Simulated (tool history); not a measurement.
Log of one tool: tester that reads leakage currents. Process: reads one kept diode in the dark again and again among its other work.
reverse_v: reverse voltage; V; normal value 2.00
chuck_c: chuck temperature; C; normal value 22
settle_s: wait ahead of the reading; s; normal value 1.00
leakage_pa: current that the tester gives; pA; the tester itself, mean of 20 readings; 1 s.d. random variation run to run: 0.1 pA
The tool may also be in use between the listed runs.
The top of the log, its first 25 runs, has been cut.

run,hour,reverse_v,chuck_c,settle_s,leakage_pa
26,988.4,1.55,49,5.02,231.01
27,1023.7,2.00,22,3.07,28.58
28,1078.5,7.11,21,1.00,44.11
29,1128.1,1.89,21,1.00,25.93
30,1157.7,1.89,21,1.00,26.20
31,1212.6,1.89,21,1.00,25.86
32,1239.7,1.89,53,6.21,333.60
33,1264.1,1.89,53,6.21,333.74
34,1295.2,10.29,55,6.21,745.00
35,1334.4,1.18,33,1.58,59.72
36,1388.4,1.18,33,1.58,59.20
37,1412.1,1.76,54,8.96,347.62
38,1436.0,14.32,39,1.17,257.24
39,1489.5,14.32,39,1.17,258.72

Forecast each of these 5 alternatives for the next run:
A,1515.6,9.24,59,1.17,?
B,1515.6,6.52,21,5.76,?
C,1515.6,10.71,44,2.44,?
D,1515.6,2.00,46,0.37,?
E,1515.6,4.67,39,3.75,?

run,leakage_pa
A,950.35
B,41.55
C,337.41
D,203.39
E,164.92
With no hidden state in the tool, these same runs would have given:
run,leakage_pa
A,951.01
B,41.53
C,337.60
D,203.55
E,165.02

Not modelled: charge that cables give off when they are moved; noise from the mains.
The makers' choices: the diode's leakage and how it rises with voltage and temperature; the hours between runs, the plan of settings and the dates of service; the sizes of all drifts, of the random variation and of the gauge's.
